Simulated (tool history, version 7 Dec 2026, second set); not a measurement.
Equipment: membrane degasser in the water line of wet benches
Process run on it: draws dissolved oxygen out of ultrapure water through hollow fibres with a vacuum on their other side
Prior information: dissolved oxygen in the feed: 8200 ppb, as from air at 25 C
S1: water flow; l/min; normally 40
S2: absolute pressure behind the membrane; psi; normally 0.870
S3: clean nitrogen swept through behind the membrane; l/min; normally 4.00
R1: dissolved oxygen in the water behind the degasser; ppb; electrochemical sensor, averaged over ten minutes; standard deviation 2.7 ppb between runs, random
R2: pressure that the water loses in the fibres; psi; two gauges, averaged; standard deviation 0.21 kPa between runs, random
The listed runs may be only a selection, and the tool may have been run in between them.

| run | hour | S1 | S2 | S3 | R1 | R2 |
|---|---|---|---|---|---|---|
| 1 | 0.0 | 40 | 0.870 | 4.00 | 286.7 | 9.322 |
| 2 | 44.5 | 40 | 0.870 | 4.00 | 288.4 | 9.242 |
|  | 80.3 | vacuum gauge calibrated |
| 3 | 97.1 | 40 | 0.870 | 4.00 | 289.6 | 9.290 |
| 4 | 164.3 | 40 | 0.870 | 4.00 | 289.9 | 9.284 |
| 5 | 209.5 | 40 | 0.870 | 4.00 | 290.2 | 9.262 |
| 6 | 282.7 | 40 | 0.870 | 4.00 | 286.2 | 9.242 |
| 7 | 325.4 | 40 | 0.870 | 4.00 | 289.5 | 9.295 |
| 8 | 419.2 | 40 | 0.870 | 4.00 | 286.2 | 9.274 |
|  | 461.9 | vacuum gauge calibrated, once more |
| 9 | 498.8 | 57 | 0.870 | 4.00 | 519.4 | 13.274 |
| 10 | 559.4 | 57 | 0.870 | 4.00 | 529.7 | 13.178 |
| 11 | 624.7 | 57 | 0.870 | 4.00 | 520.4 | 13.232 |
| 12 | 675.5 | 57 | 0.870 | 4.00 | 537.5 | 13.198 |
| 13 | 767.7 | 57 | 0.870 | 4.00 | 541.0 | 13.249 |
| 14 | 859.0 | 57 | 0.870 | 4.00 | 524.4 | 13.230 |
| 15 | 905.4 | 57 | 0.870 | 4.00 | 528.6 | 13.197 |
| 16 | 949.7 | 36 | 0.522 | 3.59 | 185.2 | 8.344 |
| 17 | 1024.2 | 48 | 1.085 | 8.75 | 379.5 | 11.129 |
| 18 | 1094.9 | 43 | 0.586 | 2.97 | 287.5 | 10.015 |
| 19 | 1154.5 | 42 | 1.110 | 11.81 | 289.9 | 9.828 |
| 20 | 1232.1 | 31 | 1.112 | 2.26 | 261.2 | 7.233 |
| 21 | 1286.5 | 31 | 1.112 | 2.26 | 261.1 | 7.158 |
| 22 | 1367.4 | 31 | 1.112 | 2.26 | 262.6 | 7.187 |
| 23 | 1456.8 | 40 | 1.143 | 3.18 | 354.5 | 9.335 |
| 24 | 1532.9 | 40 | 1.143 | 3.18 | 351.3 | 9.349 |
| 25 | 1628.9 | 24 | 0.937 | 7.50 | 89.9 | 5.625 |
| 26 | 1682.8 | 37 | 0.870 | 4.00 | 255.0 | 8.585 |
|  | 1713.2 | seals of the vacuum lines changed |
| 27 | 1755.6 | 40 | 0.999 | 9.93 | 262.1 | 9.274 |
| 28 | 1824.4 | 30 | 0.583 | 4.00 | 130.8 | 6.979 |

Each row is a separate what-if for the run after 28, all from the same tool condition, not one after another. Results?
| A | 1891.3 | 27 | 0.682 | 4.00 | ? | ? |
| B | 1891.3 | 26 | 1.009 | 4.00 | ? | ? |
| C | 1891.3 | 30 | 1.244 | 3.75 | ? | ? |
| D | 1891.3 | 40 | 0.583 | 2.50 | ? | ? |
| E | 1891.3 | 35 | 0.609 | 2.59 | ? | ? |

| run | R1 | R2 |
|---|---|---|
| A | 112.1 | 6.340 |
| B | 137.4 | 6.074 |
| C | 218.9 | 7.008 |
| D | 259.5 | 9.351 |
| E | 198.4 | 8.151 |
Take away the tool's hidden state, keep each run's random variation, and the runs would have read:
| run | R1 | R2 |
|---|---|---|
| A | 103.3 | 6.202 |
| B | 129.3 | 5.942 |
| C | 208.0 | 6.854 |
| D | 241.1 | 9.145 |
| E | 183.8 | 7.973 |
